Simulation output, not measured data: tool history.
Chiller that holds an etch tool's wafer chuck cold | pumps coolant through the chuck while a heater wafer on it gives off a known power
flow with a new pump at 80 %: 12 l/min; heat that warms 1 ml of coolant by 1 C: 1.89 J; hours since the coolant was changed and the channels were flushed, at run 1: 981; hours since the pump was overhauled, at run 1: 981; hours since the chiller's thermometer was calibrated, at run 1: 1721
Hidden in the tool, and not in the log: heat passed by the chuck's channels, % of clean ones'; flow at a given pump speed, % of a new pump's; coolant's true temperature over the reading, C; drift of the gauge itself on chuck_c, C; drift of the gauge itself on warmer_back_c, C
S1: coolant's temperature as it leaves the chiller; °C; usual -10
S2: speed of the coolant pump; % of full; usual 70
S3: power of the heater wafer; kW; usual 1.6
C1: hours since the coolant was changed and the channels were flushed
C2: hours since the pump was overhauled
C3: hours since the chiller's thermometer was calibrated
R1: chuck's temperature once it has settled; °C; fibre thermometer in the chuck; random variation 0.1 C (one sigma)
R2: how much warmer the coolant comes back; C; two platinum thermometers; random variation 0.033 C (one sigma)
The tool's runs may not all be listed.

Run 1, day 0: usual settings; C1 981; C2 981; C3 1721. Result: R1 9.6 °C, R2 4.95 C.
Run 2, day 1.988: usual settings; C1 1028; C2 1028; C3 1769. Result: R1 9.6 °C, R2 4.93 C.
Run 3, day 3.658: usual settings; C1 1068; C2 1068; C3 1809. Result: R1 9.8 °C, R2 4.88 C.
Run 4, day 4.833: usual settings; C1 1097; C2 1097; C3 1837. Result: R1 9.6 °C, R2 4.91 C.
Run 5, day 6.083: usual settings; C1 1127; C2 1127; C3 1867. Result: R1 9.8 °C, R2 4.93 C.
Run 6, day 7.817: usual settings; C1 1168; C2 1168; C3 1909. Result: R1 9.9 °C, R2 4.97 C.
Run 7, day 9.083: usual settings; C1 1199; C2 1199; C3 1939. Result: R1 9.9 °C, R2 4.98 C.
Run 8, day 10.621: usual settings; C1 1236; C2 1236; C3 1976. Result: R1 9.7 °C, R2 4.98 C.
Run 9, day 11.867: usual settings but S2 72 % of full; C1 1266; C2 1266; C3 2006. Result: R1 9.3 °C, R2 4.85 C.
Run 10, day 13.325: usual settings but S2 72 % of full; C1 1300; C2 1300; C3 2041. Result: R1 9.5 °C, R2 4.84 C.
Run 11, day 14.921: usual settings but S3 2.201 kW; C1 1339; C2 1339; C3 2079. Result: R1 17.2 °C, R2 6.87 C.
Run 12, day 17.004: usual settings; C1 1389; C2 1389; C3 2129. Result: R1 9.9 °C, R2 4.97 C.
Run 13, day 19.012: usual settings but S3 1.216 kW; C1 1437; C2 1437; C3 2177. Result: R1 5.1 °C, R2 3.8 C.
Run 14, day 20.621: usual settings but S3 1.216 kW; C1 1476; C2 1476; C3 2216. Result: R1 5.1 °C, R2 3.78 C.
Run 15, day 22.204: usual settings but S3 1.216 kW; C1 1514; C2 1514; C3 2254. Result: R1 5.1 °C, R2 3.83 C.
Run 16, day 23.283: usual settings but S3 1.216 kW; C1 1540; C2 1540; C3 2280. Result: R1 5.2 °C, R2 3.81 C.
Run 17, day 24.8: usual settings but S3 1.216 kW; C1 1576; C2 1576; C3 2316. Result: R1 4.9 °C, R2 3.78 C.
Run 18, day 26.883: usual settings but S1 0 °C, S2 82 % of full, S3 1.588 kW; C1 1626; C2 1626; C3 2366. Result: R1 18.1 °C, R2 4.32 C.
Run 19, day 28.867: usual settings but S3 1.319 kW; C1 1674; C2 1674; C3 2414. Result: R1 6.6 °C, R2 4.18 C.
Run 20, day 30.667: usual settings but S1 -16 °C, S2 65 % of full, S3 1.074 kW; C1 1717; C2 1717; C3 2457. Result: R1 -2 °C, R2 3.72 C.
Run 21, day 32.558: usual settings but S1 -4 °C, S2 65 % of full, S3 1.074 kW; C1 1762; C2 1762; C3 2502. Result: R1 10.1 °C, R2 3.64 C.
Run 22, day 34.654: usual settings but S1 -2 °C, S2 86 % of full; C1 1812; C2 1812; C3 2553. Result: R1 15.9 °C, R2 4.1 C.
Run 23, day 35.875: usual settings but S3 2.252 kW; C1 1842; C2 1842; C3 2582. Result: R1 18.4 °C, R2 7.05 C.
Run 24, day 37.471: usual settings but S1 -8 °C, S2 96 % of full, S3 1.614 kW; C1 1880; C2 1880; C3 2620. Result: R1 9.1 °C, R2 3.75 C.
Run 25, day 39.221: usual settings but S1 -4 °C, S2 86 % of full, S3 2.177 kW; C1 1922; C2 1922; C3 2662. Result: R1 20.5 °C, R2 5.6 C.
Run 26, day 40.95: usual settings but S1 -4 °C, S2 86 % of full, S3 2.177 kW; C1 1964; C2 1964; C3 2704. Result: R1 20.6 °C, R2 5.58 C.
Run 27, day 41.996: usual settings but S1 -4 °C, S2 86 % of full, S3 2.177 kW; C1 1989; C2 1989; C3 2729. Result: R1 20.5 °C, R2 5.63 C.
Run 28, day 43.829: usual settings but S1 -3 °C, S2 92 % of full, S3 1.147 kW; C1 2033; C2 2033; C3 2773. Result: R1 9.4 °C, R2 2.71 C.
Run 29, day 44.954: usual settings but S1 -1 °C, S2 92 % of full, S3 1.597 kW; C1 2060; C2 2060; C3 2800. Result: R1 16.5 °C, R2 3.8 C.
Run 30, day 46.996: usual settings but S1 -1 °C, S2 92 % of full, S3 1.597 kW; C1 2109; C2 2109; C3 2849. Result: R1 16.3 °C, R2 3.87 C.
Run 31, day 48.571: usual settings but S1 -9 °C, S3 2.115 kW; C1 2146; C2 2146; C3 2887. Result: R1 18 °C, R2 6.75 C.
Run 32, day 50.362: usual settings but S1 0 °C, S2 99 % of full, S3 0.945 kW; C1 2189; C2 2189; C3 2930. Result: R1 9.8 °C, R2 2.12 C.

Hidden state or all else? Some run-to-run changes of R1, split into what the settings, what came in and random variation would give without the hidden state, and what is left for the hidden state (with any gauge scatter that isn't in both results):
Run 17 -> 18: S1 -10 -> 0, S2 70 -> 82, S3 1.216 -> 1.588. R1 +13.2 °C: hidden state +0.2, all else +13.
Run 18 -> 19: S1 0 -> -10, S2 82 -> 70, S3 1.588 -> 1.319. R1 -11.5 °C: hidden state -0.1, all else -11.4.
Run 20 -> 21: S1 -16 -> -4. R1 +12.1 °C: hidden state -0.1, all else +12.2.
Run 22 -> 23: S1 -2 -> -10, S2 86 -> 70, S3 1.6 -> 2.252. R1 +2.5 °C: hidden state +0.8, all else +1.7.
Run 27 -> 28: S1 -4 -> -3, S2 86 -> 92, S3 2.177 -> 1.147. R1 -11.1 °C: hidden state -0.8, all else -10.3.
Run 31 -> 32: S1 -9 -> 0, S2 70 -> 99, S3 2.115 -> 0.945. R1 -8.2 °C: hidden state -1.2, all else -7.
